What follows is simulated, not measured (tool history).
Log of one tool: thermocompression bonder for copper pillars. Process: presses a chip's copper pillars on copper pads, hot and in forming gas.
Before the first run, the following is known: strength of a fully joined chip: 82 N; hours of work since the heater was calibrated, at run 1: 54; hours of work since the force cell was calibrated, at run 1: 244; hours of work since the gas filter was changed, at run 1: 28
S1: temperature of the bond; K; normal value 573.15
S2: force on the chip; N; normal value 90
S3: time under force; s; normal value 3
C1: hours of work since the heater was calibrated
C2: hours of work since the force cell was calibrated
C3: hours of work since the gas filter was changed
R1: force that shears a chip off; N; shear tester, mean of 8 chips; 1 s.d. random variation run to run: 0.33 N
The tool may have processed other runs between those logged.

Run 1, day 0.000: usual settings; C1 54; C2 244; C3 28. Result: R1 51.1 N.
Run 2, day 0.212: usual settings but S1 574.15 K; C1 56; C2 247; C3 31. Result: R1 51.6 N.
Run 3, day 0.596: usual settings but S1 574.15 K; C1 61; C2 251; C3 35. Result: R1 51.9 N.
Run 4, day 0.958: usual settings but S1 602.15 K; C1 65; C2 256; C3 40. Result: R1 66.8 N.
Run 5, day 1.200: usual settings; C1 68; C2 259; C3 42. Result: R1 51.0 N.
Run 6, day 1.512: usual settings but S1 568.15 K; C1 72; C2 262; C3 46. Result: R1 48.7 N.
Run 7, day 1.942: usual settings but S1 568.15 K; C1 77; C2 268; C3 51. Result: R1 48.1 N.
Run 8, day 2.183: usual settings; C1 80; C2 270; C3 54. Result: R1 51.2 N.
Run 9, day 2.446: usual settings but S1 575.15 K; C1 83; C2 274; C3 57. Result: R1 52.7 N.
Run 10, day 2.754: usual settings but S1 575.15 K; C1 87; C2 277; C3 61. Result: R1 52.4 N.
Run 11, day 2.942: usual settings but S1 575.15 K; C1 89; C2 280; C3 63. Result: R1 52.5 N.
Run 12, day 3.300: usual settings but S1 575.15 K; C1 94; C2 284; C3 68. Result: R1 51.9 N.
Run 13, day 3.617: usual settings but S1 575.15 K; C1 97; C2 288; C3 72. Result: R1 52.1 N.
Run 14, day 3.833: usual settings but S1 575.15 K; C1 100; C2 290; C3 74. Result: R1 52.3 N.
Run 15, day 4.258: usual settings but S1 596.15 K, S2 67 N, S3 5 s; C1 105; C2 295; C3 79. Result: R1 59.8 N.
Run 16, day 4.600: usual settings but S1 591.15 K, S2 59 N; C1 109; C2 300; C3 83. Result: R1 44.3 N.
Run 17, day 4.812: usual settings but S1 548.15 K, S3 4 s; C1 112; C2 302; C3 86. Result: R1 40.1 N.
Run 18, day 5.242: usual settings but S1 550.15 K, S2 57 N, S3 7 s; C1 117; C2 307; C3 91. Result: R1 32.2 N.
Run 19, day 5.550: usual settings but S2 71 N, S3 2 s; C1 121; C2 311; C3 95. Result: R1 36.6 N.
Run 20, day 5.892: usual settings but S1 560.15 K, S2 89 N, S3 2 s; C1 125; C2 315; C3 99. Result: R1 37.7 N.
Run 21, day 6.242: usual settings but S1 560.15 K, S2 89 N, S3 2 s; C1 129; C2 319; C3 103. Result: R1 37.3 N.
Run 22, day 6.446: usual settings but S1 560.15 K, S2 89 N, S3 2 s; C1 132; C2 322; C3 106. Result: R1 37.7 N.
Run 23, day 6.854: usual settings but S1 600.15 K, S3 2 s; C1 136; C2 327; C3 111. Result: R1 60.1 N.
Run 24, day 7.054: usual settings but S1 600.15 K, S3 2 s; C1 139; C2 329; C3 113. Result: R1 59.6 N.
Run 25, day 7.450: usual settings but S1 571.15 K, S2 131 N; C1 144; C2 334; C3 118. Result: R1 65.0 N.
Run 26, day 7.775: usual settings but S1 551.15 K, S2 64 N, S3 4 s; C1 148; C2 338; C3 122. Result: R1 30.0 N.
Run 27, day 8.054: usual settings but S1 549.15 K, S3 8 s; C1 151; C2 341; C3 125. Result: R1 51.2 N.

Branching from run 27: 5 alternative next runs. What would each branch give?
Run A, day 8.346: usual settings but S1 577.15 K, S2 89 N, S3 2 s; C1 154; C2 345; C3 129. Result: R1 ?.
Run B, day 8.346: usual settings but S3 5 s; C1 154; C2 345; C3 129. Result: R1 ?.
Run C, day 8.346: usual settings but S1 599.15 K, S2 132 N, S3 8 s; C1 154; C2 345; C3 129. Result: R1 ?.
Run D, day 8.346: usual settings but S2 60 N; C1 154; C2 345; C3 129. Result: R1 ?.
Run E, day 8.346: usual settings but S1 592.15 K, S3 5 s; C1 154; C2 345; C3 129. Result: R1 ?.

run    R1
  A  47.0
  B  59.1
  C  80.2
  D  35.7
  E  68.3
Stripped of hidden state, with their random variation kept, the same runs would have yielded:
run    R1
  A  46.1
  B  58.4
  C  81.3
  D  34.8
  E  68.0

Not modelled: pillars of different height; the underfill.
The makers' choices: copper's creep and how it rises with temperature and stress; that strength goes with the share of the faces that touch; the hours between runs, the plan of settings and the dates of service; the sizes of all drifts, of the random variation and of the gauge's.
